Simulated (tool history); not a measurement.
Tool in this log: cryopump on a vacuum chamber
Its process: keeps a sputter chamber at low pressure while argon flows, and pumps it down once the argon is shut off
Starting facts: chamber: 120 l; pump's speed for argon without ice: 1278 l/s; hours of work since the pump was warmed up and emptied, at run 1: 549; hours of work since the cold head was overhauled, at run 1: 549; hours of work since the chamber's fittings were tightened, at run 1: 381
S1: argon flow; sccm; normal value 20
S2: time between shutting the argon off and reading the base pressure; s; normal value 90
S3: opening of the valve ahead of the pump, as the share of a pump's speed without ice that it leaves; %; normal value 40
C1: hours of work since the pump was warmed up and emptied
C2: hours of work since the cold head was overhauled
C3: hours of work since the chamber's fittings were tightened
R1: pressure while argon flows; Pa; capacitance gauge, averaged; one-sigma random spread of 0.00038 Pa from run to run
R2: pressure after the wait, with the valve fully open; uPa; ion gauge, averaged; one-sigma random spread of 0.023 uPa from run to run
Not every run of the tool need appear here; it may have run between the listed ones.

Run 1, hour 0: usual settings; C1 549; C2 549; C3 381. Result: R1 0.0686 Pa, R2 0.99 uPa.
Run 2, hour 11.5: usual settings; C1 559; C2 559; C3 391. Result: R1 0.0693 Pa, R2 0.96 uPa.
Run 3, hour 27.1: usual settings; C1 572; C2 572; C3 404. Result: R1 0.0693 Pa, R2 0.97 uPa.
Run 4, hour 45.4: usual settings but S3 56 %; C1 587; C2 587; C3 419. Result: R1 0.0496 Pa, R2 1 uPa.
Run 5, hour 56: usual settings but S3 56 %; C1 596; C2 596; C3 428. Result: R1 0.0498 Pa, R2 1.02 uPa.
Run 6, hour 69.6: usual settings but S1 28 sccm, S3 56 %; C1 607; C2 607; C3 439. Result: R1 0.0697 Pa, R2 1.02 uPa.
Run 7, hour 85.3: usual settings but S1 12 sccm, S3 56 %; C1 620; C2 620; C3 452. Result: R1 0.0298 Pa, R2 1.01 uPa.
Run 8, hour 99.1: usual settings but S1 12 sccm, S3 56 %; C1 631; C2 631; C3 464. Result: R1 0.03 Pa, R2 1.01 uPa.
Run 9, hour 117.8: usual settings but S1 12 sccm, S3 56 %; C1 647; C2 647; C3 479. Result: R1 0.0299 Pa, R2 0.98 uPa.
Run 10, hour 135.9: usual settings but S1 38 sccm, S3 56 %; C1 662; C2 662; C3 494. Result: R1 0.0953 Pa, R2 1.01 uPa.
Run 11, hour 150: usual settings but S1 38 sccm, S3 56 %; C1 674; C2 674; C3 506. Result: R1 0.0944 Pa, R2 1.06 uPa.
Run 12, hour 159.4: usual settings; C1 682; C2 682; C3 514. Result: R1 0.0693 Pa, R2 1.08 uPa.
Run 13, hour 177.8: usual settings but S1 23 sccm, S2 44 s, S3 15 %; C1 697; C2 697; C3 529. Result: R1 0.2066 Pa, R2 1.57 uPa.
Run 14, hour 190.3: usual settings but S1 13 sccm, S2 55 s, S3 20 %; C1 707; C2 707; C3 540. Result: R1 0.0876 Pa, R2 1.38 uPa.
Run 15, hour 208.1: usual settings but S1 13 sccm, S2 55 s, S3 20 %; C1 722; C2 722; C3 554. Result: R1 0.088 Pa, R2 1.38 uPa.
Run 16, hour 222.2: usual settings but S2 37 s; C1 734; C2 734; C3 566. Result: R1 0.07 Pa, R2 1.81 uPa.
Run 17, hour 231: usual settings but S1 19 sccm, S2 166 s; C1 741; C2 741; C3 573. Result: R1 0.0659 Pa, R2 0.87 uPa.

Run 18 is up next; what results do you expect?
Run 18, hour 243.2: usual settings but S2 98 s, S3 50 %; C1 751; C2 751; C3 584. Result: R1 ?, R2 ?.

Run 18 produced R1 0.0567 Pa, R2 1.1 uPa.
If the tool had no hidden condition, the same run with the same run-to-run variation would have returned R1 0.0533 Pa, R2 0.73 uPa.

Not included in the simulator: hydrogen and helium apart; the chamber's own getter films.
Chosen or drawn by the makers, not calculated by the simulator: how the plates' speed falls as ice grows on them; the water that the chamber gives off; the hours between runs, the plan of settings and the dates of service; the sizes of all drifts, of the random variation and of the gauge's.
